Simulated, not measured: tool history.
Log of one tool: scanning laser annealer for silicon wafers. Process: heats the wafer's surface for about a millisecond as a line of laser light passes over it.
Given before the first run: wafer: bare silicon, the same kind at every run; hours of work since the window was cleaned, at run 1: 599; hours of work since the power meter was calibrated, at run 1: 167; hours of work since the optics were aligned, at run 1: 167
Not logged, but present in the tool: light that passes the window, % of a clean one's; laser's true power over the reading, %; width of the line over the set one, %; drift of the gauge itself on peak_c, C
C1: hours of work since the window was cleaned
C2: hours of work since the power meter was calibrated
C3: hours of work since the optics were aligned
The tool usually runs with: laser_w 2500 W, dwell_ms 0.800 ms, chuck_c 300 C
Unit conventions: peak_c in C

{"run": 1, "hour": 0.0, "laser_w": 2500, "dwell_ms": 0.8, "chuck_c": 300, "C1": 599, "C2": 167, "C3": 167, "peak_c": 988}
{"hour": 10.4, "done": "window over the wafer cleaned"}
{"run": 2, "hour": 63.1, "laser_w": 2500, "dwell_ms": 0.8, "chuck_c": 300, "C1": 35, "C2": 208, "C3": 208, "peak_c": 964}
{"run": 3, "hour": 132.9, "laser_w": 2500, "dwell_ms": 0.8, "chuck_c": 300, "C1": 82, "C2": 254, "C3": 254, "peak_c": 960}
{"run": 4, "hour": 201.5, "laser_w": 2500, "dwell_ms": 0.8, "chuck_c": 300, "C1": 128, "C2": 300, "C3": 300, "peak_c": 958}
{"run": 5, "hour": 248.9, "laser_w": 2500, "dwell_ms": 0.8, "chuck_c": 300, "C1": 160, "C2": 332, "C3": 332, "peak_c": 954}
{"hour": 279.9, "done": "window over the wafer cleaned, once more"}
{"run": 6, "hour": 292.1, "laser_w": 2500, "dwell_ms": 0.8, "chuck_c": 300, "C1": 8, "C2": 359, "C3": 359, "peak_c": 1022}
{"run": 7, "hour": 347.4, "laser_w": 2500, "dwell_ms": 0.8, "chuck_c": 300, "C1": 45, "C2": 396, "C3": 396, "peak_c": 1022}
{"run": 8, "hour": 389.8, "laser_w": 2682, "dwell_ms": 0.8, "chuck_c": 300, "C1": 74, "C2": 425, "C3": 425, "peak_c": 1081}
{"run": 9, "hour": 464.0, "laser_w": 2500, "dwell_ms": 0.805, "chuck_c": 300, "C1": 123, "C2": 474, "C3": 474, "peak_c": 1014}
{"run": 10, "hour": 536.8, "laser_w": 2500, "dwell_ms": 0.8, "chuck_c": 300, "C1": 172, "C2": 523, "C3": 523, "peak_c": 1011}
{"run": 11, "hour": 601.8, "laser_w": 2500, "dwell_ms": 0.8, "chuck_c": 324, "C1": 215, "C2": 567, "C3": 567, "peak_c": 1027}
{"run": 12, "hour": 655.0, "laser_w": 2508, "dwell_ms": 0.8, "chuck_c": 324, "C1": 251, "C2": 602, "C3": 602, "peak_c": 1029}
{"run": 13, "hour": 690.7, "laser_w": 2508, "dwell_ms": 0.8, "chuck_c": 324, "C1": 275, "C2": 626, "C3": 626, "peak_c": 1028}
{"run": 14, "hour": 735.2, "laser_w": 2500, "dwell_ms": 0.8, "chuck_c": 300, "C1": 305, "C2": 656, "C3": 656, "peak_c": 998}
{"run": 15, "hour": 795.1, "laser_w": 2500, "dwell_ms": 0.8, "chuck_c": 300, "C1": 345, "C2": 696, "C3": 696, "peak_c": 992}
{"run": 16, "hour": 865.3, "laser_w": 2500, "dwell_ms": 0.8, "chuck_c": 300, "C1": 392, "C2": 743, "C3": 743, "peak_c": 991}
{"run": 17, "hour": 907.1, "laser_w": 2500, "dwell_ms": 0.8, "chuck_c": 300, "C1": 420, "C2": 771, "C3": 771, "peak_c": 986}
{"hour": 941.9, "done": "optics aligned, line set to its width"}
{"run": 18, "hour": 954.5, "laser_w": 2500, "dwell_ms": 0.8, "chuck_c": 300, "C1": 448, "C2": 799, "C3": 8, "peak_c": 1005}
{"run": 19, "hour": 988.9, "laser_w": 2742, "dwell_ms": 0.8, "chuck_c": 300, "C1": 471, "C2": 822, "C3": 31, "peak_c": 1085}
{"run": 20, "hour": 1059.5, "laser_w": 2742, "dwell_ms": 0.8, "chuck_c": 300, "C1": 518, "C2": 869, "C3": 79, "peak_c": 1082}
{"run": 21, "hour": 1096.7, "laser_w": 2641, "dwell_ms": 0.8, "chuck_c": 300, "C1": 543, "C2": 894, "C3": 104, "peak_c": 1041}
{"run": 22, "hour": 1167.3, "laser_w": 2338, "dwell_ms": 0.8, "chuck_c": 269, "C1": 590, "C2": 942, "C3": 151, "peak_c": 908}
{"hour": 1192.6, "done": "window over the wafer cleaned"}
{"run": 23, "hour": 1239.3, "laser_w": 2338, "dwell_ms": 0.8, "chuck_c": 269, "C1": 31, "C2": 988, "C3": 198, "peak_c": 941}
{"run": 24, "hour": 1288.2, "laser_w": 2338, "dwell_ms": 0.8, "chuck_c": 269, "C1": 64, "C2": 1021, "C3": 230, "peak_c": 939}
{"run": 25, "hour": 1357.0, "laser_w": 2338, "dwell_ms": 0.8, "chuck_c": 269, "C1": 110, "C2": 1067, "C3": 276, "peak_c": 936}
{"run": 26, "hour": 1388.9, "laser_w": 2338, "dwell_ms": 0.8, "chuck_c": 269, "C1": 131, "C2": 1088, "C3": 298, "peak_c": 932}
{"run": 27, "hour": 1422.4, "laser_w": 2338, "dwell_ms": 0.8, "chuck_c": 269, "C1": 154, "C2": 1111, "C3": 320, "peak_c": 934}
{"run": 28, "hour": 1462.9, "laser_w": 2500, "dwell_ms": 0.826, "chuck_c": 337, "C1": 181, "C2": 1138, "C3": 347, "peak_c": 1068}
{"run": 29, "hour": 1517.2, "laser_w": 2500, "dwell_ms": 0.826, "chuck_c": 337, "C1": 217, "C2": 1174, "C3": 383, "peak_c": 1063}
{"run": 30, "hour": 1564.8, "laser_w": 2500, "dwell_ms": 0.826, "chuck_c": 337, "C1": 249, "C2": 1206, "C3": 415, "peak_c": 1062}
{"run": 31, "hour": 1598.2, "laser_w": 2500, "dwell_ms": 0.826, "chuck_c": 337, "C1": 271, "C2": 1228, "C3": 438, "peak_c": 1058}
{"run": 32, "hour": 1639.0, "laser_w": 2500, "dwell_ms": 0.698, "chuck_c": 300, "C1": 299, "C2": 1256, "C3": 465, "peak_c": 956}
{"run": 33, "hour": 1715.7, "laser_w": 2500, "dwell_ms": 0.698, "chuck_c": 300, "C1": 350, "C2": 1307, "C3": 516, "peak_c": 950}
{"run": 34, "hour": 1766.0, "laser_w": 2500, "dwell_ms": 0.698, "chuck_c": 300, "C1": 384, "C2": 1341, "C3": 550, "peak_c": 949}
{"run": 35, "hour": 1818.7, "laser_w": 2640, "dwell_ms": 0.956, "chuck_c": 272, "C1": 419, "C2": 1376, "C3": 585, "peak_c": 1097}
{"run": 36, "hour": 1864.8, "laser_w": 2325, "dwell_ms": 0.825, "chuck_c": 331, "C1": 450, "C2": 1407, "C3": 616, "peak_c": 973}
{"run": 37, "hour": 1919.3, "laser_w": 2205, "dwell_ms": 0.645, "chuck_c": 301, "C1": 486, "C2": 1443, "C3": 652, "peak_c": 828}
{"run": 38, "hour": 1974.3, "laser_w": 2722, "dwell_ms": 0.63, "chuck_c": 289, "C1": 523, "C2": 1480, "C3": 689, "peak_c": 956}
{"run": 39, "hour": 2045.3, "laser_w": 2722, "dwell_ms": 0.63, "chuck_c": 289, "C1": 570, "C2": 1527, "C3": 737, "peak_c": 948}
{"run": 40, "hour": 2092.5, "laser_w": 2722, "dwell_ms": 0.63, "chuck_c": 289, "C1": 602, "C2": 1559, "C3": 768, "peak_c": 949}

Each row is a separate what-if for the run after 40, all from the same tool condition, not one after another. Results?
{"hour": 2101.5, "done": "window over the wafer cleaned"}
{"hour": 2135.9, "done": "optics aligned, line set to its width"}
{"run": "A", "hour": 2137.2, "laser_w": 2722, "dwell_ms": 0.63, "chuck_c": 313, "C1": 21, "C2": 1584, "C3": 1, "peak_c": "?"}
{"hour": 2101.5, "done": "window over the wafer cleaned"}
{"hour": 2135.9, "done": "optics aligned, line set to its width"}
{"run": "B", "hour": 2137.2, "laser_w": 2140, "dwell_ms": 0.63, "chuck_c": 289, "C1": 21, "C2": 1584, "C3": 1, "peak_c": "?"}
{"hour": 2101.5, "done": "window over the wafer cleaned"}
{"hour": 2135.9, "done": "optics aligned, line set to its width"}
{"run": "C", "hour": 2137.2, "laser_w": 2155, "dwell_ms": 0.791, "chuck_c": 296, "C1": 21, "C2": 1584, "C3": 1, "peak_c": "?"}
{"hour": 2101.5, "done": "window over the wafer cleaned"}
{"hour": 2135.9, "done": "optics aligned, line set to its width"}
{"run": "D", "hour": 2137.2, "laser_w": 2500, "dwell_ms": 0.8, "chuck_c": 331, "C1": 21, "C2": 1584, "C3": 1, "peak_c": "?"}

run=A peak_c=1027
run=B peak_c=821
run=C peak_c=904
run=D peak_c=1069
Without the tool's hidden state the same runs would have given:
run=A peak_c=1020
run=B peak_c=816
run=C peak_c=898
run=D peak_c=1062

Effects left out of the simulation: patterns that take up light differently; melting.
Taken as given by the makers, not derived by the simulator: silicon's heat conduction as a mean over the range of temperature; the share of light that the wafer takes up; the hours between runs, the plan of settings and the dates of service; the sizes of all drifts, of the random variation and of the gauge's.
